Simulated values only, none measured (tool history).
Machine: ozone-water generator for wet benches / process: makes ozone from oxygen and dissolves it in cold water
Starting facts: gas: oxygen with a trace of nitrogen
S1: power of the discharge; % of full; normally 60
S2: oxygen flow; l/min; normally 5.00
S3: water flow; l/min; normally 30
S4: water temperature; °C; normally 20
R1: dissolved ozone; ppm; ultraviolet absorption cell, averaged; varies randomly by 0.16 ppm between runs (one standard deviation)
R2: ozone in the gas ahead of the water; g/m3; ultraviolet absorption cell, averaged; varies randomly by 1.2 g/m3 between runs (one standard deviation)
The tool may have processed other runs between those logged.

run,day,S1,S2,S3,S4,R1,R2
1,0.000,60,5.00,30,20,19.7,211.7
2,2.646,60,5.11,30,20,19.7,209.5
3,5.938,60,2.66,30,20,18.8,326.3
4,9.383,60,2.66,30,20,18.8,321.5
5,11.288,60,2.66,30,20,18.8,323.7
6,15.396,60,2.66,30,20,18.9,320.8
7,18.096,59,2.66,28,14,20.5,317.3

What does the tool deliver on the next run?
8,21.771,66,2.66,27,17,?,?

{"run 8": {"R1": 23.0, "R2": 347.7}}
Minus the tool's unlogged condition, the same run would have read R1 24.9 ppm, R2 371.5 g/m3.
